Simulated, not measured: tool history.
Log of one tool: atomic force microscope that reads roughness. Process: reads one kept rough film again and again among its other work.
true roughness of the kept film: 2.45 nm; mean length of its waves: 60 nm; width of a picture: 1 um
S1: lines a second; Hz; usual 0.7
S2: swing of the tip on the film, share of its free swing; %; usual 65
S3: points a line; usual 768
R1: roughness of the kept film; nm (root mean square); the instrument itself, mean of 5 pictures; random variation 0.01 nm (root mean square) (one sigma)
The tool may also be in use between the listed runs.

run 1 hour=0 | S1=0.7 S2=65 S3=768 | R1=2.186
run 2 hour=52.6 | S1=0.7 S2=65 S3=768 | R1=2.161
-- hour=58.5 new tip fitted
run 3 hour=108.9 | S1=0.7 S2=65 S3=454 | R1=2.273
run 4 hour=145.1 | S1=0.7 S2=65 S3=454 | R1=2.219
run 5 hour=188.5 | S1=0.7 S2=65 S3=768 | R1=2.201
run 6 hour=221.5 | S1=0.7 S2=64 S3=768 | R1=2.194
run 7 hour=247.1 | S1=0.7 S2=65 S3=297 | R1=2.144
-- hour=260.4 new tip fitted
run 8 hour=289 | S1=0.7 S2=67 S3=297 | R1=2.279
run 9 hour=339.7 | S1=0.7 S2=67 S3=351 | R1=2.214
run 10 hour=377.3 | S1=0.7 S2=67 S3=351 | R1=2.193
run 11 hour=426.7 | S1=0.7 S2=65 S3=768 | R1=2.19
run 12 hour=455.8 | S1=0.7 S2=65 S3=768 | R1=2.174
-- hour=460 new tip fitted
run 13 hour=510.5 | S1=0.7 S2=65 S3=386 | R1=2.242
run 14 hour=550.5 | S1=0.7 S2=65 S3=386 | R1=2.234
run 15 hour=602.5 | S1=0.7 S2=65 S3=506 | R1=2.206
run 16 hour=654.5 | S1=0.7 S2=65 S3=506 | R1=2.161
-- hour=657.5 new tip fitted
run 17 hour=711.8 | S1=0.7 S2=65 S3=506 | R1=2.276
run 18 hour=746.2 | S1=0.7 S2=65 S3=768 | R1=2.228
run 19 hour=780.9 | S1=0.7 S2=65 S3=342 | R1=2.201
run 20 hour=817 | S1=0.7 S2=65 S3=898 | R1=2.176
-- hour=856.3 new tip fitted
run 21 hour=874 | S1=0.7 S2=65 S3=934 | R1=2.285
run 22 hour=928.3 | S1=0.7 S2=65 S3=768 | R1=2.253
run 23 hour=971.9 | S1=0.7 S2=65 S3=768 | R1=2.218
run 24 hour=997.5 | S1=0.604 S2=69 S3=285 | R1=2.185
run 25 hour=1043.5 | S1=0.782 S2=65 S3=745 | R1=2.139
-- hour=1055.9 new tip fitted
run 26 hour=1092.1 | S1=1.774 S2=82 S3=1004 | R1=1.958
run 27 hour=1127.3 | S1=0.794 S2=66 S3=547 | R1=2.22

Forecast run 28:
run 28 hour=1168.6 | S1=0.794 S2=66 S3=547 | R1=?

Run 28 gave R1 2.199 nm (root mean square).
Without the tool's hidden state the same run would have given R1 2.301 nm (root mean square).
